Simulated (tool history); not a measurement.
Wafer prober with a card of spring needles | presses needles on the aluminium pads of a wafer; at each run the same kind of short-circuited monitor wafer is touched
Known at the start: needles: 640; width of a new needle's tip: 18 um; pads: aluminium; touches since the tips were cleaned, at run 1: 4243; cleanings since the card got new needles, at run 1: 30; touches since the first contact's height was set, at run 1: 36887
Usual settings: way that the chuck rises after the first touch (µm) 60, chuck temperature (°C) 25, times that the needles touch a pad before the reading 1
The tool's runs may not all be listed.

run    hour  way that the chuck rises after the first touch (µm)  chuck temperature (°C)  times that the needles touch a pad before the reading  touches since the tips were cleaned  cleanings since the card got new needles  touches since the first contact's height was set  resistance of one needle with its contact and lead (mohm)  way that a needle slides on the pad (µm)
  1     0.0                                                   60                      25                                                      1                                 4243                                        30                                             36887                                                        564                                     11.69
        3.6  -- tips cleaned on abrasive film
       19.2  -- tips cleaned on abrasive film
       35.8  -- tips cleaned on abrasive film
  2    46.7                                                   60                      25                                                      1                                 3702                                        33                                             52551                                                        555                                     11.61
       50.3  -- tips cleaned on abrasive film
       67.2  -- tips cleaned on abrasive film
       81.1  -- tips cleaned on abrasive film
       84.9  -- height of the first contact set anew
  3    94.1                                                   60                      25                                                      1                                 4280                                        36                                              3114                                                        583                                     11.40
       97.7  -- tips cleaned on abrasive film
      115.0  -- tips cleaned on abrasive film
      130.8  -- tips cleaned on abrasive film
  4   130.8                                                   60                      25                                                      1                                    0                                        39                                             15386                                                        259                                     11.37
      144.7  -- tips cleaned on abrasive film
      160.8  -- tips cleaned on abrasive film
  5   166.9                                                   60                      25                                                      1                                 2044                                        41                                             27486                                                        474                                     11.37
      176.1  -- tips cleaned on abrasive film
      193.0  -- tips cleaned on abrasive film
  6   195.2                                                   60                      25                                                      1                                  760                                        43                                             36981                                                        408                                     11.34
      207.8  -- tips cleaned on abrasive film
      221.7  -- tips cleaned on abrasive film
      239.0  -- tips cleaned on abrasive film
  7   243.1                                                   65                      25                                                      1                                 1392                                        46                                             53049                                                        410                                     12.23
      253.6  -- tips cleaned on abrasive film
      267.5  -- tips cleaned on abrasive film
      280.3  -- height of the first contact set anew
      283.3  -- tips cleaned on abrasive film
  8   286.2                                                   65                      25                                                      1                                  971                                        49                                              1955                                                        354                                     12.80
      300.1  -- tips cleaned on abrasive film
      314.0  -- tips cleaned on abrasive film
      331.4  -- tips cleaned on abrasive film
  9   340.2                                                   60                      25                                                      1                                 2967                                        52                                             20062                                                        544                                     11.75
      346.3  -- tips cleaned on abrasive film
      360.3  -- tips cleaned on abrasive film
      377.6  -- tips cleaned on abrasive film
      395.0  -- tips cleaned on abrasive film
 10   400.7                                                   60                      43                                                      1                                 1946                                        56                                             40358                                                        495                                     11.69
      411.2  -- tips cleaned on abrasive film
      428.1  -- tips cleaned on abrasive film
      431.7  -- height of the first contact set anew, once more
      445.4  -- tips cleaned on abrasive film
      461.6  -- tips cleaned on abrasive film
 11   463.6                                                   60                      43                                                      1                                  680                                        60                                             10698                                                        395                                     11.80
      477.3  -- tips cleaned on abrasive film
      491.8  -- tips cleaned on abrasive film
 12   491.8                                                   60                      43                                                      1                                    0                                        62                                             20164                                                        283                                     11.72
      505.8  -- tips cleaned on abrasive film
      519.7  -- tips cleaned on abrasive film
      535.9  -- tips cleaned on abrasive film
      549.8  -- tips cleaned on abrasive film
 13   552.3                                                   60                      43                                                      1                                  832                                        66                                             40415                                                        395                                     11.66
      564.9  -- tips cleaned on abrasive film
 14   578.0                                                   60                      43                                                      1                                 4401                                        67                                             49043                                                        602                                     11.55
      581.5  -- tips cleaned on abrasive film
      598.1  -- tips cleaned on abrasive film
      614.5  -- tips cleaned on abrasive film
      628.1  -- height of the first contact set anew
      631.6  -- tips cleaned on abrasive film
 15   641.2                                                   45                      60                                                      1                                 3235                                        71                                              4402                                                        805                                      8.83
      648.2  -- tips cleaned on abrasive film
      665.3  -- tips cleaned on abrasive film
 16   671.9                                                   52                      44                                                      1                                 2204                                        73                                             14679                                                        603                                     10.15
      682.3  -- tips cleaned on abrasive film
      699.2  -- tips cleaned on abrasive film
 17   712.0                                                   60                      82                                                      1                                 4324                                        75                                             28146                                                        601                                     11.71
      715.5  -- tips cleaned on abrasive film
      731.1  -- tips cleaned on abrasive film
 18   738.5                                                   60                      82                                                      1                                 2503                                        77                                             37024                                                        564                                     11.64
      748.5  -- tips cleaned on abrasive film
      762.4  -- tips cleaned on abrasive film
      779.0  -- tips cleaned on abrasive film
      795.7  -- tips cleaned on abrasive film
 19   796.2                                                   48                      92                                                      1                                  144                                        81                                             56334                                                        352                                      9.24
      810.0  -- tips cleaned on abrasive film
      822.8  -- height of the first contact set anew
      826.3  -- tips cleaned on abrasive film
 20   839.1                                                   43                      60                                                      1                                 4317                                        83                                              5483                                                        966                                      8.43
      842.7  -- tips cleaned on abrasive film
      859.7  -- tips cleaned on abrasive film
      876.3  -- tips cleaned on abrasive film
      890.3  -- tips cleaned on abrasive film
 21   890.3                                                   44                      98                                                      3                                    7                                        87                                             22598                                                        297                                      8.63
      907.1  -- tips cleaned on abrasive film
      923.1  -- tips cleaned on abrasive film
      939.6  -- tips cleaned on abrasive film
 22   949.8                                                   44                      98                                                      3                                 3425                                        90                                             42566                                                        478                                      8.54
      956.8  -- tips cleaned on abrasive film
      974.2  -- tips cleaned on abrasive film
 23   987.3                                                   66                     125                                                      1                                 4439                                        92                                             55165                                                        557                                     12.82
      990.9  -- tips cleaned on abrasive film
     1007.5  -- tips cleaned on abrasive film
     1017.8  -- height of the first contact set anew
     1024.8  -- tips cleaned on abrasive film
 24  1032.4                                                   43                      25                                                      1                                 2564                                        95                                              4896                                                        865                                      8.47
     1042.2  -- tips cleaned on abrasive film
     1057.5  -- tips cleaned on abrasive film
 25  1069.8                                                   72                      25                                                      1                                 4153                                        97                                             17441                                                        516                                     14.10
     1073.4  -- tips cleaned on abrasive film
     1089.3  -- tips cleaned on abrasive film
     1106.0  -- tips cleaned on abrasive film
 26  1106.0                                                   72                      25                                                      1                                    0                                       100                                             29538                                                        262                                     14.06
     1121.7  -- tips cleaned on abrasive film
 27  1134.9                                                   60                      25                                                      2                                 4451                                       101                                             39261                                                        490                                     11.62
     1138.4  -- tips cleaned on abrasive film
     1155.0  -- tips cleaned on abrasive film
     1170.4  -- tips cleaned on abrasive film
     1187.8  -- tips cleaned on abrasive film
 28  1189.7                                                   60                      25                                                      2                                  638                                       105                                             57614                                                        339                                     11.63

Hidden state or all else? Some run-to-run changes of resistance of one needle with its contact and lead (mohm), split into what the settings, what came in and random variation would give without the hidden state, and what is left for the hidden state (with any gauge scatter that isn't in both results):
The hidden state here: debris on the tips, nm; way that the needles fall short of the set height, um; tips' diameter, um; drift of the gauge itself on contact_mohm, %; drift of the gauge itself on scrub_um, %.
Run 19 -> 20: way that the chuck rises after the first touch (µm) 48 -> 43, chuck temperature (°C) 92 -> 60, tips cleaned on abrasive film, height of the first contact set anew, tips cleaned on abrasive film. resistance of one needle with its contact and lead (mohm) +614: hidden state +616, all else -2.
Run 20 -> 21: way that the chuck rises after the first touch (µm) 43 -> 44, chuck temperature (°C) 60 -> 98, times that the needles touch a pad before the reading 1 -> 3, tips cleaned on abrasive film, tips cleaned on abrasive film, tips cleaned on abrasive film, tips cleaned on abrasive film. resistance of one needle with its contact and lead (mohm) -669: hidden state -682, all else +13.
